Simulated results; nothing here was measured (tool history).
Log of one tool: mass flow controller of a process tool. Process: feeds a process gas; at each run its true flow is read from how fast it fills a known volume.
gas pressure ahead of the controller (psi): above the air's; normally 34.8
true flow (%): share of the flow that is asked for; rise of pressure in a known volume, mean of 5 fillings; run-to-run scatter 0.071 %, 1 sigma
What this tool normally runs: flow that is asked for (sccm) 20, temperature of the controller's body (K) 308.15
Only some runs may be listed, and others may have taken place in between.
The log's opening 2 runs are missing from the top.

run	hour	flow that is asked for (sccm)	gas pressure ahead of the controller (psi)	temperature of the controller's body (K)	true flow (%)
3	465.4	20	34.8	308.15	99.61
# hour 607.8: controller's zero set anew
4	640.3	20	34.8	308.15	101.11
5	814.3	13	34.8	308.15	100.88
6	1009.7	13	34.8	308.15	100.8
7	1233.8	13	34.8	308.15	100.73
8	1469.1	13	34.8	308.15	100.87
9	1694.8	13	34.8	308.15	100.78
10	1902.2	13	34.8	308.15	100.75
11	2138.6	39	34.8	308.15	101.87
12	2395.8	39	34.8	308.15	101.86
13	2537.6	39	34.8	308.15	101.9
14	2718.6	39	34.8	308.15	101.84
15	2854.6	20	34.8	297.15	100.48
16	3117.6	20	34.8	297.15	100.51
# hour 3247.8: controller exchanged for a calibrated one
17	3325.8	20	34.8	297.15	99.23
18	3477.4	20	34.8	297.15	99.49
19	3703.4	20	26.3	308.15	99.39
20	3942	20	34.8	308.15	99.91
21	4145	20	34.8	308.15	99.86
22	4272.4	20	34.8	308.15	100.09
23	4492	20	34.8	299.15	99.57
24	4657.6	20	34.8	299.15	99.46
25	4828.6	8	22.5	297.15	97.79
26	5040.1	21	22	297.15	98.86
27	5200.7	21	22	303.15	99.13

Forecast run 28:
28	5378.4	21	22	303.15	?

true flow (%): 99.14
With no hidden state in the tool, this same run would have given true flow (%) 99.09.
